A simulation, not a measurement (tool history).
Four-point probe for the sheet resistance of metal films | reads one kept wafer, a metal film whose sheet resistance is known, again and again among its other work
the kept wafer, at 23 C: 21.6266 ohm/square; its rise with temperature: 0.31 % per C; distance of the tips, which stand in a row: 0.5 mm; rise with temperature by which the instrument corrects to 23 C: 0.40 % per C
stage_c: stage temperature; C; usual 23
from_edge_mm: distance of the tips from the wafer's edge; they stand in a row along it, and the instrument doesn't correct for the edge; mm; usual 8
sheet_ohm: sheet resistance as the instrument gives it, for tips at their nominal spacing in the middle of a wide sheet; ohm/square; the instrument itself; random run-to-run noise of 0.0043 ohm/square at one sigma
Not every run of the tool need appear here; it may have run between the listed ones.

Run 1, day 0.000: usual settings. Result: sheet_ohm 21.670970 ohm/square.
Run 2, day 2.688: usual settings. Result: sheet_ohm 21.674391 ohm/square.
Run 3, day 6.454: usual settings. Result: sheet_ohm 21.662612 ohm/square.
Run 4, day 8.412: usual settings. Result: sheet_ohm 21.667916 ohm/square.
Run 5, day 10.567: usual settings but stage_c 27 C. Result: sheet_ohm 21.598841 ohm/square.
Run 6, day 13.050: usual settings but stage_c 27 C. Result: sheet_ohm 21.595252 ohm/square.
Run 7, day 16.288: usual settings but stage_c 28 C. Result: sheet_ohm 21.580930 ohm/square.
Run 8, day 20.196: usual settings but stage_c 28 C. Result: sheet_ohm 21.580590 ohm/square.
Run 9, day 22.412: usual settings but stage_c 20 C. Result: sheet_ohm 21.726332 ohm/square.
Run 10, day 26.125: usual settings but stage_c 33 C, from_edge_mm 31 mm. Result: sheet_ohm 21.454600 ohm/square.
Run 11, day 29.629: usual settings but from_edge_mm 67 mm. Result: sheet_ohm 21.625461 ohm/square.
Run 12, day 32.588: usual settings but stage_c 30 C, from_edge_mm 67 mm. Result: sheet_ohm 21.503524 ohm/square.
Run 13, day 35.996: usual settings but stage_c 28 C, from_edge_mm 3 mm. Result: sheet_ohm 21.850037 ohm/square.

5 ways to go on from here, each from the tool as it stands after run 13. What would each give?
Run A, day 39.683: usual settings but stage_c 22 C, from_edge_mm 43 mm. Result: sheet_ohm ?.
Run B, day 39.683: usual settings but stage_c 28 C, from_edge_mm 5 mm. Result: sheet_ohm ?.
Run C, day 39.683: usual settings but stage_c 24 C, from_edge_mm 48 mm. Result: sheet_ohm ?.
Run D, day 39.683: usual settings but stage_c 24 C, from_edge_mm 7 mm. Result: sheet_ohm ?.
Run E, day 39.683: usual settings but stage_c 21 C, from_edge_mm 17 mm. Result: sheet_ohm ?.

run  sheet_ohm
  A  21.644181
  B  21.655399
  C  21.607464
  D  21.665954
  E  21.679388
The same runs, with their run-to-run variation unchanged, on a tool lacking any hidden condition would have given:
run  sheet_ohm
  A  21.645067
  B  21.656313
  C  21.608358
  D  21.666850
  E  21.680271
